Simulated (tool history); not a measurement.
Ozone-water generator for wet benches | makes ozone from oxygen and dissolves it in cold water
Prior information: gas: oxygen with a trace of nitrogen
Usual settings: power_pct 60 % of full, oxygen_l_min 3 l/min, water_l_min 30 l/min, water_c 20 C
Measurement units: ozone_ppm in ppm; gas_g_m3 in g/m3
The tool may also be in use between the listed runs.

{"run": 1, "day": 0.0, "power_pct": 60, "oxygen_l_min": 3, "water_l_min": 30, "water_c": 20, "ozone_ppm": 11.1, "gas_g_m3": 185.5}
{"run": 2, "day": 1.088, "power_pct": 87, "oxygen_l_min": 3, "water_l_min": 30, "water_c": 20, "ozone_ppm": 15.6, "gas_g_m3": 259.8}
{"run": 3, "day": 1.788, "power_pct": 87, "oxygen_l_min": 3, "water_l_min": 30, "water_c": 20, "ozone_ppm": 15.7, "gas_g_m3": 262.8}
{"run": 4, "day": 2.971, "power_pct": 87, "oxygen_l_min": 3, "water_l_min": 30, "water_c": 20, "ozone_ppm": 15.6, "gas_g_m3": 263.8}
{"run": 5, "day": 4.179, "power_pct": 51, "oxygen_l_min": 3, "water_l_min": 30, "water_c": 20, "ozone_ppm": 9.5, "gas_g_m3": 160.3}
{"run": 6, "day": 4.754, "power_pct": 60, "oxygen_l_min": 3, "water_l_min": 30, "water_c": 20, "ozone_ppm": 11.2, "gas_g_m3": 183.8}
{"run": 7, "day": 6.138, "power_pct": 60, "oxygen_l_min": 3, "water_l_min": 30, "water_c": 20, "ozone_ppm": 11, "gas_g_m3": 185}
{"run": 8, "day": 7.2, "power_pct": 60, "oxygen_l_min": 3, "water_l_min": 30, "water_c": 20, "ozone_ppm": 11, "gas_g_m3": 187.8}
{"run": 9, "day": 7.883, "power_pct": 60, "oxygen_l_min": 4.59, "water_l_min": 30, "water_c": 20, "ozone_ppm": 12.5, "gas_g_m3": 153.5}
{"run": 10, "day": 9.117, "power_pct": 60, "oxygen_l_min": 3, "water_l_min": 30, "water_c": 20, "ozone_ppm": 11.1, "gas_g_m3": 184.8}
{"run": 11, "day": 9.892, "power_pct": 60, "oxygen_l_min": 3, "water_l_min": 30, "water_c": 20, "ozone_ppm": 11, "gas_g_m3": 184.4}
{"run": 12, "day": 10.821, "power_pct": 53, "oxygen_l_min": 2.06, "water_l_min": 33, "water_c": 14, "ozone_ppm": 8.2, "gas_g_m3": 195.7}
{"run": 13, "day": 12.171, "power_pct": 53, "oxygen_l_min": 2.06, "water_l_min": 33, "water_c": 20, "ozone_ppm": 7.8, "gas_g_m3": 196.9}
{"run": 14, "day": 12.971, "power_pct": 53, "oxygen_l_min": 1.52, "water_l_min": 40, "water_c": 14, "ozone_ppm": 5.5, "gas_g_m3": 222.5}
{"run": 15, "day": 14.292, "power_pct": 53, "oxygen_l_min": 1.52, "water_l_min": 40, "water_c": 14, "ozone_ppm": 5.4, "gas_g_m3": 220.5}
{"run": 16, "day": 15.125, "power_pct": 53, "oxygen_l_min": 3.39, "water_l_min": 32, "water_c": 19, "ozone_ppm": 9.7, "gas_g_m3": 154.9}
{"run": 17, "day": 15.888, "power_pct": 49, "oxygen_l_min": 3, "water_l_min": 30, "water_c": 20, "ozone_ppm": 9.1, "gas_g_m3": 152.4}
{"run": 18, "day": 16.854, "power_pct": 48, "oxygen_l_min": 3, "water_l_min": 30, "water_c": 20, "ozone_ppm": 8.8, "gas_g_m3": 152.1}
{"run": 19, "day": 18.212, "power_pct": 44, "oxygen_l_min": 3.04, "water_l_min": 42, "water_c": 19, "ozone_ppm": 5.7, "gas_g_m3": 137.7}

3 options for the next run, each taken on its own from the tool as it stands now. Forecast them:
{"run": "A", "day": 19.121, "power_pct": 44, "oxygen_l_min": 3.25, "water_l_min": 22, "water_c": 19, "ozone_ppm": "?", "gas_g_m3": "?"}
{"run": "B", "day": 19.121, "power_pct": 76, "oxygen_l_min": 3.04, "water_l_min": 42, "water_c": 19, "ozone_ppm": "?", "gas_g_m3": "?"}
{"run": "C", "day": 19.121, "power_pct": 44, "oxygen_l_min": 2.37, "water_l_min": 42, "water_c": 14, "ozone_ppm": "?", "gas_g_m3": "?"}

run=A ozone_ppm=11.6 gas_g_m3=133.7
run=B ozone_ppm=9.4 gas_g_m3=226.1
run=C ozone_ppm=5.3 gas_g_m3=155.1
With the hidden condition removed and each run's random variation left untouched, the same runs would have given:
run=A ozone_ppm=11.9 gas_g_m3=135.1
run=B ozone_ppm=9.8 gas_g_m3=230.6
run=C ozone_ppm=5.5 gas_g_m3=156.7
